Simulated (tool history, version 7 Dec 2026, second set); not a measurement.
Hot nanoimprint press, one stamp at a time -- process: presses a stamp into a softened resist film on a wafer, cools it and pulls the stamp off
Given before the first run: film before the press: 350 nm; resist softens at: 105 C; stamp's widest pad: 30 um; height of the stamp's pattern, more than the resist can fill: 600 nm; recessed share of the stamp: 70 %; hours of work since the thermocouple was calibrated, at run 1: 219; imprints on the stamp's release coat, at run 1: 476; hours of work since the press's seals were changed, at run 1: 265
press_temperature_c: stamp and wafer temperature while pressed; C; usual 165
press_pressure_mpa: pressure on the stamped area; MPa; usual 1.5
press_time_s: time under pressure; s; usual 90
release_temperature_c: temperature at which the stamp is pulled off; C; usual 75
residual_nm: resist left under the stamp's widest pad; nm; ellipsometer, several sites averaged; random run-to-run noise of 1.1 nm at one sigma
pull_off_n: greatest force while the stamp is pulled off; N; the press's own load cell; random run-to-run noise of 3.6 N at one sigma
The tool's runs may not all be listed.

run,day,press_temperature_c,press_pressure_mpa,press_time_s,release_temperature_c,hours of work since the thermocouple was calibrated,imprints on the stamp's release coat,hours of work since the press's seals were changed,residual_nm,pull_off_n
1,0,165,1.5,90,75,219,476,265,154.9,172
2,0.342,165,1.5,90,75,225,517,270,156.3,173
3,0.717,165,1.5,90,75,231,562,276,155.8,174
4,1.054,165,1.5,90,75,237,601,282,156,175
5,1.246,165,1.5,90,75,240,624,285,156.7,172
# day 1.583: stamp cleaned and given a new release coat
6,1.9,165,1.5,90,75,246,37,292,154.9,172
7,2.1,165,1.5,90,75,250,61,295,153.5,173
8,2.504,165,1.5,90,75,256,109,302,156.4,172
9,2.746,165,1.5,85,75,260,137,306,160.3,175
10,3.146,165,1.5,85,75,267,185,312,158.6,177
11,3.492,173,1.5,85,75,273,226,318,98.5,171
12,3.696,153,1.5,90,75,276,250,321,286.4,170
13,4.025,153,1.5,90,75,282,290,327,284.8,174
14,4.3,153,1.5,90,75,286,322,331,285.9,172
15,4.575,162,1.5,90,75,291,355,336,184.6,177
16,4.871,162,1.5,90,75,296,390,341,184.4,171
17,5.217,157,2.39,104,75,301,431,347,194.3,174

What will run 18 give?
18,5.529,164,1.5,91,71,306,468,352,?,?

Run 18 came out at residual_nm 165.3 nm, pull_off_n 181 N.
Had the tool carried no hidden state, the very same run would have given residual_nm 165 nm, pull_off_n 180 N.
